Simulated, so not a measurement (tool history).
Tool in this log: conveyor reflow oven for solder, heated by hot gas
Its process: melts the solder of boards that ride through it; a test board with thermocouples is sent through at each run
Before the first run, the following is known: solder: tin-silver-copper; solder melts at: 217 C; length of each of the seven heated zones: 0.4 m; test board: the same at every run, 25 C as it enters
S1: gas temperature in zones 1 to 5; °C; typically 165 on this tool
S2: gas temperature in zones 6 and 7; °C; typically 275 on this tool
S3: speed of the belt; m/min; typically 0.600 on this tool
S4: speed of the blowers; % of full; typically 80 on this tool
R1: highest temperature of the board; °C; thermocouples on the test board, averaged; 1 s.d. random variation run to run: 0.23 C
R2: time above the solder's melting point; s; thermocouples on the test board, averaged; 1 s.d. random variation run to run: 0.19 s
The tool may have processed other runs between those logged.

run,hour,S1,S2,S3,S4,R1,R2
1,0.0,165,275,0.600,80,258.4,60.9
2,31.5,165,275,0.600,80,257.8,60.7
3,58.1,165,275,0.600,80,257.6,60.7
4,79.5,165,275,0.600,80,257.9,60.7
5,116.9,165,275,0.600,80,257.7,60.8
6,148.2,165,275,0.600,80,257.4,60.3
7,179.2,165,275,0.600,65,253.8,57.6
# hour 208.8: thermocouples of zones 6 and 7 changed
8,212.8,165,275,0.600,65,253.2,56.8
9,249.6,165,275,0.600,65,253.1,56.6
10,278.3,165,275,0.600,65,253.3,56.5
11,326.1,163,275,0.600,80,255.8,58.4
12,370.6,165,275,0.600,80,255.7,59.0
13,405.1,162,275,0.600,80,255.1,57.8
14,448.0,165,275,0.600,80,255.6,59.0
15,484.5,165,275,0.600,80,255.4,58.9
16,504.8,165,275,0.600,72,253.8,57.0
17,552.8,165,275,0.484,80,262.1,80.1
18,574.5,165,275,0.484,80,261.8,80.0
19,597.1,165,275,0.600,70,252.6,56.1
20,624.3,165,282,0.600,80,260.4,62.4
# hour 648.3: flux residue cleaned out of gas plates and filters
21,653.1,165,282,0.600,80,264.5,64.8
22,688.1,165,275,0.667,83,254.6,52.6
23,713.2,179,266,0.542,63,252.1,69.4
24,754.1,163,265,0.600,80,249.6,54.1
25,781.4,161,281,0.523,68,264.7,73.5
26,829.5,163,281,0.523,68,264.8,75.0
27,865.3,163,281,0.523,68,264.7,74.4
28,896.0,165,282,0.680,80,258.9,53.5
29,920.2,165,282,0.680,80,258.6,53.1
30,940.6,165,266,0.705,80,243.5,40.4
31,991.3,165,270,0.600,80,252.8,57.1
# hour 1032.6: thermocouples of zones 6 and 7 changed
32,1032.6,164,281,0.600,80,261.6,62.9

Measured result minus the same run's result without the hidden state. Both carry the same run-to-run variation, though not necessarily the same gauge scatter:
Hidden state present: heat that the gas passes to the board, % of a clean oven's; belt's true speed, % of the reading; true gas temperature in zones 6 and 7 over the reading, C; drift of the gauge itself on peak_c, C; drift of the gauge itself on liquid_s, %.
run,R1,R2
1,-0.1,-0.1
2,-0.3,-0.2
3,-0.4,-0.2
4,-0.5,-0.3
5,-0.6,-0.5
6,-0.8,-0.6
7,-0.9,-0.8
8,-1.5,-1.2
9,-1.7,-1.4
10,-1.8,-1.5
11,-2.1,-1.6
12,-2.3,-1.8
13,-2.6,-2.1
14,-2.7,-2.1
15,-2.9,-2.2
16,-3.0,-2.5
17,-2.4,-1.8
18,-2.6,-1.9
19,-3.4,-2.9
20,-3.8,-2.4
21,+0.2,+0.6
22,+0.0,+0.4
23,+0.0,+0.5
24,-0.2,+0.0
25,-0.3,+0.3
26,-0.5,+0.2
27,-0.7,+0.1
28,-1.3,-0.5
29,-1.4,-0.6
30,-1.4,-1.2
31,-1.3,-0.9
32,-2.2,-0.9
